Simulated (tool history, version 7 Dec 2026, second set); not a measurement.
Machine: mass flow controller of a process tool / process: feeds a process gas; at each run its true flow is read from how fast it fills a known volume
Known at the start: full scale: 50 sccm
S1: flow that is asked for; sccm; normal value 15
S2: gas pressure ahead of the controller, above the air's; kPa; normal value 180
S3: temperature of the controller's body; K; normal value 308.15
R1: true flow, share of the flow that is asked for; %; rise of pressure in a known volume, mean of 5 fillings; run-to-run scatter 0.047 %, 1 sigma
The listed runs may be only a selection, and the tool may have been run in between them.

run	hour	S1	S2	S3	R1
1	0.0	15	180	308.15	98.71
2	114.8	15	180	308.15	98.63
3	226.8	15	180	308.15	98.74
4	302.0	15	180	299.15	97.78
5	373.9	15	180	299.15	97.70
6	459.3	15	264	308.15	98.40
7	550.0	15	264	308.15	98.39
8	670.1	15	277	308.15	98.37
9	782.8	15	277	308.15	98.42
10	835.3	15	277	308.15	98.35
11	938.6	15	228	308.15	98.48
12	1033.5	15	228	308.15	98.47
13	1118.1	15	228	308.15	98.47
14	1232.8	15	211	308.15	98.54
15	1325.0	15	180	311.15	98.81
16	1407.2	15	180	311.15	98.93

Run 17 has not been measured yet. What should we expect?
17	1484.7	15	180	311.15	?

{"run 17": {"R1": 98.95}}
Take away the tool's hidden state, keep the run-to-run variation as it was, and the same run would have given R1 99.22 %.
